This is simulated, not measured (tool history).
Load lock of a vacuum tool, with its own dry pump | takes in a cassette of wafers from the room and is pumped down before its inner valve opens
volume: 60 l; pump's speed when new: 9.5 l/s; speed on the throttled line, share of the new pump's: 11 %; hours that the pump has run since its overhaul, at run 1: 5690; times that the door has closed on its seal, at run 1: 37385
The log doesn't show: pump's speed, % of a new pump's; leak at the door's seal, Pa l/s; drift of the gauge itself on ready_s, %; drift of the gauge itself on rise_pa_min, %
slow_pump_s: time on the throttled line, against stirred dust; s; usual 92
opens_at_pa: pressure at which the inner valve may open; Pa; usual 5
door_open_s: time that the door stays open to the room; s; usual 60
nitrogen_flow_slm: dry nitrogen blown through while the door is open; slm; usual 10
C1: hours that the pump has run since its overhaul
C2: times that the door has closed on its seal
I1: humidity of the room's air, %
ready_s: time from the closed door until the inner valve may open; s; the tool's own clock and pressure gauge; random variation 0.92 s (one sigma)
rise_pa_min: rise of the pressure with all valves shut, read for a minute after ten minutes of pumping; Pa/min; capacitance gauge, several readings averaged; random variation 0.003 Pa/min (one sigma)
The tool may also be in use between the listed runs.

run 1 hour=0 | slow_pump_s=92 opens_at_pa=5 door_open_s=60 nitrogen_flow_slm=10 | C1=5690 C2=37385 | I1=45.3 | ready_s=143.6 rise_pa_min=0.039
run 2 hour=68.1 | slow_pump_s=169 opens_at_pa=5 door_open_s=60 nitrogen_flow_slm=10 | C1=5758 C2=37704 | I1=44 | ready_s=214.3 rise_pa_min=0.035
run 3 hour=142.5 | slow_pump_s=169 opens_at_pa=5 door_open_s=60 nitrogen_flow_slm=10 | C1=5833 C2=38052 | I1=41.8 | ready_s=213.3 rise_pa_min=0.038
run 4 hour=246 | slow_pump_s=92 opens_at_pa=4 door_open_s=60 nitrogen_flow_slm=10 | C1=5936 C2=38537 | I1=44.4 | ready_s=149.5 rise_pa_min=0.041
run 5 hour=386.1 | slow_pump_s=92 opens_at_pa=4 door_open_s=60 nitrogen_flow_slm=10 | C1=6076 C2=39194 | I1=47 | ready_s=145.2 rise_pa_min=0.038
run 6 hour=524.9 | slow_pump_s=92 opens_at_pa=4 door_open_s=60 nitrogen_flow_slm=10 | C1=6215 C2=39845 | I1=39.7 | ready_s=147.1 rise_pa_min=0.037
-- hour=634.8 door's seal changed, seat wiped
run 7 hour=634.8 | slow_pump_s=92 opens_at_pa=4 door_open_s=60 nitrogen_flow_slm=10 | C1=6324 C2=0 | I1=44.8 | ready_s=146.8 rise_pa_min=0.039
run 8 hour=769.5 | slow_pump_s=92 opens_at_pa=4 door_open_s=60 nitrogen_flow_slm=10 | C1=6458 C2=631 | I1=44 | ready_s=144.5 rise_pa_min=0.038
run 9 hour=887.8 | slow_pump_s=92 opens_at_pa=9 door_open_s=60 nitrogen_flow_slm=10 | C1=6576 C2=1185 | I1=44.6 | ready_s=141.3 rise_pa_min=0.04
run 10 hour=1006.8 | slow_pump_s=92 opens_at_pa=9 door_open_s=60 nitrogen_flow_slm=10 | C1=6695 C2=1743 | I1=49.5 | ready_s=142.2 rise_pa_min=0.046
run 11 hour=1117.9 | slow_pump_s=92 opens_at_pa=9 door_open_s=60 nitrogen_flow_slm=10 | C1=6807 C2=2264 | I1=39.6 | ready_s=142 rise_pa_min=0.039
run 12 hour=1181.6 | slow_pump_s=92 opens_at_pa=9 door_open_s=60 nitrogen_flow_slm=10 | C1=6870 C2=2562 | I1=42.6 | ready_s=141.8 rise_pa_min=0.037
run 13 hour=1303.3 | slow_pump_s=92 opens_at_pa=9 door_open_s=60 nitrogen_flow_slm=10 | C1=6992 C2=3133 | I1=44.4 | ready_s=141.3 rise_pa_min=0.038
run 14 hour=1420 | slow_pump_s=114 opens_at_pa=5 door_open_s=60 nitrogen_flow_slm=10 | C1=7109 C2=3679 | I1=40.1 | ready_s=165 rise_pa_min=0.027
run 15 hour=1503.3 | slow_pump_s=72 opens_at_pa=5 door_open_s=60 nitrogen_flow_slm=10 | C1=7192 C2=4070 | I1=41.8 | ready_s=126.8 rise_pa_min=0.037
run 16 hour=1597.3 | slow_pump_s=92 opens_at_pa=5 door_open_s=60 nitrogen_flow_slm=10 | C1=7286 C2=4511 | I1=45.4 | ready_s=145.5 rise_pa_min=0.036
run 17 hour=1656.9 | slow_pump_s=92 opens_at_pa=5 door_open_s=60 nitrogen_flow_slm=10 | C1=7346 C2=4790 | I1=46.9 | ready_s=146.3 rise_pa_min=0.042
run 18 hour=1720.2 | slow_pump_s=92 opens_at_pa=5 door_open_s=60 nitrogen_flow_slm=10 | C1=7409 C2=5086 | I1=45.8 | ready_s=144.6 rise_pa_min=0.042
run 19 hour=1861.9 | slow_pump_s=92 opens_at_pa=5 door_open_s=60 nitrogen_flow_slm=10 | C1=7551 C2=5751 | I1=45.6 | ready_s=145.6 rise_pa_min=0.04
run 20 hour=1962.9 | slow_pump_s=92 opens_at_pa=5 door_open_s=60 nitrogen_flow_slm=10 | C1=7652 C2=6224 | I1=47.3 | ready_s=146 rise_pa_min=0.043
run 21 hour=2103.2 | slow_pump_s=92 opens_at_pa=5 door_open_s=60 nitrogen_flow_slm=10 | C1=7792 C2=6881 | I1=44.7 | ready_s=145 rise_pa_min=0.037
run 22 hour=2236.2 | slow_pump_s=92 opens_at_pa=5 door_open_s=60 nitrogen_flow_slm=10 | C1=7925 C2=7505 | I1=41.9 | ready_s=145.2 rise_pa_min=0.035
run 23 hour=2307.8 | slow_pump_s=83 opens_at_pa=5 door_open_s=60 nitrogen_flow_slm=41 | C1=7996 C2=7840 | I1=47.2 | ready_s=136 rise_pa_min=0.02
run 24 hour=2433.3 | slow_pump_s=83 opens_at_pa=5 door_open_s=60 nitrogen_flow_slm=41 | C1=8122 C2=8428 | I1=45.1 | ready_s=135.1 rise_pa_min=0.019
run 25 hour=2552.9 | slow_pump_s=165 opens_at_pa=8 door_open_s=48 nitrogen_flow_slm=10 | C1=8242 C2=8989 | I1=37.5 | ready_s=206.5 rise_pa_min=0.031
run 26 hour=2632.1 | slow_pump_s=125 opens_at_pa=5 door_open_s=102 nitrogen_flow_slm=8 | C1=8321 C2=9360 | I1=43 | ready_s=176.8 rise_pa_min=0.047
run 27 hour=2744.3 | slow_pump_s=125 opens_at_pa=5 door_open_s=102 nitrogen_flow_slm=8 | C1=8433 C2=9886 | I1=45.4 | ready_s=174 rise_pa_min=0.049
run 28 hour=2861.6 | slow_pump_s=125 opens_at_pa=5 door_open_s=102 nitrogen_flow_slm=14 | C1=8550 C2=10436 | I1=46.4 | ready_s=173.9 rise_pa_min=0.031
run 29 hour=2969.6 | slow_pump_s=125 opens_at_pa=5 door_open_s=102 nitrogen_flow_slm=14 | C1=8658 C2=10942 | I1=46.6 | ready_s=171.9 rise_pa_min=0.042
run 30 hour=3038.5 | slow_pump_s=66 opens_at_pa=5 door_open_s=102 nitrogen_flow_slm=14 | C1=8727 C2=11265 | I1=45.2 | ready_s=121.5 rise_pa_min=0.035
run 31 hour=3149 | slow_pump_s=66 opens_at_pa=5 door_open_s=102 nitrogen_flow_slm=14 | C1=8838 C2=11782 | I1=43 | ready_s=121.8 rise_pa_min=0.035
run 32 hour=3216.5 | slow_pump_s=51 opens_at_pa=5 door_open_s=34 nitrogen_flow_slm=17 | C1=8905 C2=12099 | I1=48.4 | ready_s=108.8 rise_pa_min=0.027
run 33 hour=3294.7 | slow_pump_s=48 opens_at_pa=6 door_open_s=124 nitrogen_flow_slm=31 | C1=8983 C2=12465 | I1=47.3 | ready_s=106 rise_pa_min=0.028
run 34 hour=3420.1 | slow_pump_s=48 opens_at_pa=6 door_open_s=124 nitrogen_flow_slm=31 | C1=9109 C2=13053 | I1=47.9 | ready_s=106.1 rise_pa_min=0.027
run 35 hour=3541.2 | slow_pump_s=48 opens_at_pa=6 door_open_s=124 nitrogen_flow_slm=31 | C1=9230 C2=13621 | I1=41 | ready_s=105.7 rise_pa_min=0.031

Run 36 comes next. What will it give?
run 36 hour=3617.9 | slow_pump_s=63 opens_at_pa=5 door_open_s=60 nitrogen_flow_slm=10 | C1=9307 C2=13980 | I1=42.5 | ready_s=? rise_pa_min=?

{"run 36": {"ready_s": 118.6, "rise_pa_min": 0.037}}
Without the tool's hidden state the same run would have given ready_s 118.6 s, rise_pa_min 0.037 Pa/min.
